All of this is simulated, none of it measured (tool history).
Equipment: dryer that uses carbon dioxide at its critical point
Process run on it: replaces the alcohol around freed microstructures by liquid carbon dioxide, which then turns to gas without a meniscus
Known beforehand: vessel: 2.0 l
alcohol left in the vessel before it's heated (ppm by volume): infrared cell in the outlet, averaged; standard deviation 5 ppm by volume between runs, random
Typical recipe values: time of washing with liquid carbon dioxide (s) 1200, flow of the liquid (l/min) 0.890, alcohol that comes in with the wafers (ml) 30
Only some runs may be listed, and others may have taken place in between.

run	day	time of washing with liquid carbon dioxide (s)	flow of the liquid (l/min)	alcohol that comes in with the wafers (ml)	alcohol left in the vessel before it's heated (ppm by volume)
1	0.000	1200	0.890	30	41
2	1.467	1200	0.890	30	37
3	2.962	1200	0.660	30	96
4	4.792	1200	0.660	30	93
# day 5.021: inlet filter changed
5	6.104	1200	1.503	30	34
6	7.279	1200	1.503	30	30
7	8.458	1200	0.890	30	47
8	9.750	1200	0.890	30	45
9	11.104	1200	0.890	30	57
10	12.821	1200	0.890	30	38
11	14.079	1200	0.790	30	48
12	15.933	1200	0.790	30	57
13	17.946	1200	0.790	30	60
14	19.312	1200	0.790	30	61
15	21.167	1200	0.790	30	66
16	22.812	1200	0.790	30	68
17	24.746	1200	0.790	30	65
18	26.417	1200	0.790	30	67
19	27.267	1200	0.790	30	74
20	28.104	1200	0.790	30	82
21	29.404	1200	0.790	30	75
22	30.508	1200	0.790	30	86
23	32.308	1500	0.890	30	56
24	33.829	1500	0.890	30	58
25	35.675	1500	0.890	30	59
26	37.696	1500	0.890	30	54
# day 38.371: inlet filter changed
27	38.679	1320	0.619	45	111
28	39.638	1320	0.619	45	113
29	40.838	1200	1.137	24	56
30	42.417	1200	0.915	89	76
31	43.317	1380	1.238	73	58
32	44.504	1740	1.231	32	71
33	45.604	1740	1.231	32	65
34	47.342	1740	1.237	81	64
35	49.300	1800	1.058	22	70
36	50.688	1800	1.058	22	76
37	52.112	1200	1.000	30	63
38	53.079	1200	0.635	81	249
39	53.925	1860	1.329	29	72
40	55.171	1440	0.827	30	83
41	56.817	1380	0.639	22	96
42	58.275	1080	1.033	22	86
43	60.146	960	0.890	27	116
44	61.117	1380	0.884	31	84
45	62.362	1380	0.884	31	80
46	63.488	1560	1.104	41	79

4 ways to go on from here, each from the tool as it stands after run 46. What would each give?
A	65.171	840	1.338	73	?
B	65.171	1140	1.114	21	?
C	65.171	1860	0.610	41	?
D	65.171	1200	1.112	30	?

run	alcohol left in the vessel before it's heated (ppm by volume)
A	102
B	89
C	88
D	82
Stripped of hidden state, with their random variation kept, the same runs would have yielded:
run	alcohol left in the vessel before it's heated (ppm by volume)
A	18
B	11
C	6
D	6

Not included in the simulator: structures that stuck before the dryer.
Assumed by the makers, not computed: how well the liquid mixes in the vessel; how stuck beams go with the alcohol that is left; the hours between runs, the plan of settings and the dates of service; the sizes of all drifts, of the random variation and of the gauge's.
